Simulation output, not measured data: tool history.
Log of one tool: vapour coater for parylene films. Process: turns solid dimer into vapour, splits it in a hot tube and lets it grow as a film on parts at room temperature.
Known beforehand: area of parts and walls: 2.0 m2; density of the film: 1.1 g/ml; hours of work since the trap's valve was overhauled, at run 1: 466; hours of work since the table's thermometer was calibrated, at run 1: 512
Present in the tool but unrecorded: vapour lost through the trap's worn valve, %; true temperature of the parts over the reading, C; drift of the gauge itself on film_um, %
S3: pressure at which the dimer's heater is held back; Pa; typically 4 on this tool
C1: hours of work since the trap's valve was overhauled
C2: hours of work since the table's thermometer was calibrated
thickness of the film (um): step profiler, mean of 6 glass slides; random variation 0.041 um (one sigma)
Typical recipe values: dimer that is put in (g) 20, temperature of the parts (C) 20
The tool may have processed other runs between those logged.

Run 1, day 0: usual settings; C1 466; C2 512. Result: thickness of the film (um) 5.9.
Run 2, day 0.838: usual settings; C1 478; C2 524. Result: thickness of the film (um) 5.89.
Run 3, day 1.479: usual settings; C1 487; C2 533. Result: thickness of the film (um) 5.81.
Run 4, day 2.292: usual settings; C1 499; C2 545. Result: thickness of the film (um) 5.84.
Run 5, day 2.912: usual settings; C1 507; C2 554. Result: thickness of the film (um) 5.85.
At day 3.525: trap's valve overhauled.
Run 6, day 3.908: usual settings; C1 6; C2 565. Result: thickness of the film (um) 6.38.
Run 7, day 4.312: usual settings; C1 11; C2 571. Result: thickness of the film (um) 6.35.
Run 8, day 4.975: usual settings but dimer that is put in (g) 16; C1 21; C2 581. Result: thickness of the film (um) 5.05.
At day 5.058: table's thermometer calibrated.
Run 9, day 5.796: usual settings but dimer that is put in (g) 16; C1 32; C2 11. Result: thickness of the film (um) 4.93.
Run 10, day 6.708: usual settings but dimer that is put in (g) 16; C1 45; C2 24. Result: thickness of the film (um) 4.94.
Run 11, day 7.5: usual settings but dimer that is put in (g) 16; C1 56; C2 35. Result: thickness of the film (um) 4.94.
Run 12, day 8.292: usual settings but dimer that is put in (g) 16; C1 68; C2 46. Result: thickness of the film (um) 4.99.
Run 13, day 8.942: usual settings but S3 4.13 Pa; C1 77; C2 55. Result: thickness of the film (um) 6.14.
Run 14, day 9.562: usual settings but temperature of the parts (C) 21; C1 86; C2 64. Result: thickness of the film (um) 6.02.
At day 10.138: table's thermometer calibrated, once more.
Run 15, day 10.429: usual settings but dimer that is put in (g) 15, temperature of the parts (C) 17, S3 6.4 Pa; C1 97; C2 4. Result: thickness of the film (um) 4.6.
Run 16, day 10.954: usual settings but dimer that is put in (g) 27, temperature of the parts (C) 21, S3 3.38 Pa; C1 105; C2 12. Result: thickness of the film (um) 8.74.
Run 17, day 11.788: usual settings but dimer that is put in (g) 27, temperature of the parts (C) 28, S3 3.38 Pa; C1 117; C2 24. Result: thickness of the film (um) 7.6.
Run 18, day 12.508: usual settings but dimer that is put in (g) 27, temperature of the parts (C) 28, S3 3.38 Pa; C1 127; C2 34. Result: thickness of the film (um) 7.53.
Run 19, day 13.05: usual settings but temperature of the parts (C) 16; C1 135; C2 42. Result: thickness of the film (um) 6.89.
Run 20, day 13.725: usual settings but temperature of the parts (C) 16; C1 145; C2 51. Result: thickness of the film (um) 6.89.
Run 21, day 14.304: usual settings but temperature of the parts (C) 16; C1 153; C2 60. Result: thickness of the film (um) 6.84.
Run 22, day 14.783: usual settings but dimer that is put in (g) 19, temperature of the parts (C) 27, S3 3.09 Pa; C1 160; C2 66. Result: thickness of the film (um) 5.52.
Run 23, day 15.375: usual settings but dimer that is put in (g) 31, temperature of the parts (C) 15, S3 2.45 Pa; C1 168; C2 75. Result: thickness of the film (um) 12.11.
Run 24, day 15.954: usual settings but dimer that is put in (g) 31, temperature of the parts (C) 15, S3 2.45 Pa; C1 176; C2 83. Result: thickness of the film (um) 12.27.
Run 25, day 16.775: usual settings but dimer that is put in (g) 31, temperature of the parts (C) 15, S3 2.45 Pa; C1 188; C2 95. Result: thickness of the film (um) 12.13.
Run 26, day 17.342: usual settings but dimer that is put in (g) 31, temperature of the parts (C) 13, S3 2.83 Pa; C1 196; C2 103. Result: thickness of the film (um) 12.24.
Run 27, day 18.108: usual settings but dimer that is put in (g) 23, temperature of the parts (C) 25, S3 2.47 Pa; C1 207; C2 114. Result: thickness of the film (um) 7.25.
Run 28, day 18.642: usual settings but dimer that is put in (g) 25, temperature of the parts (C) 16, S3 2.02 Pa; C1 215; C2 121. Result: thickness of the film (um) 9.97.

4 ways to go on from here, each from the tool as it stands after run 28. What would each give?
Run A, day 19.404: usual settings but dimer that is put in (g) 19, temperature of the parts (C) 13, S3 3.77 Pa; C1 226; C2 132. Result: thickness of the film (um) ?.
Run B, day 19.404: usual settings but dimer that is put in (g) 34, temperature of the parts (C) 19, S3 6.94 Pa; C1 226; C2 132. Result: thickness of the film (um) ?.
Run C, day 19.404: usual settings but dimer that is put in (g) 23; C1 226; C2 132. Result: thickness of the film (um) ?.
Run D, day 19.404: usual settings but dimer that is put in (g) 11, temperature of the parts (C) 19, S3 3.68 Pa; C1 226; C2 132. Result: thickness of the film (um) ?.

run  thickness of the film (um)
  A                        6.91
  B                        9.51
  C                         7.2
  D                        3.55
With no hidden state in the tool, these same runs would have given:
run  thickness of the film (um)
  A                        7.23
  B                        9.96
  C                        7.53
  D                        3.71
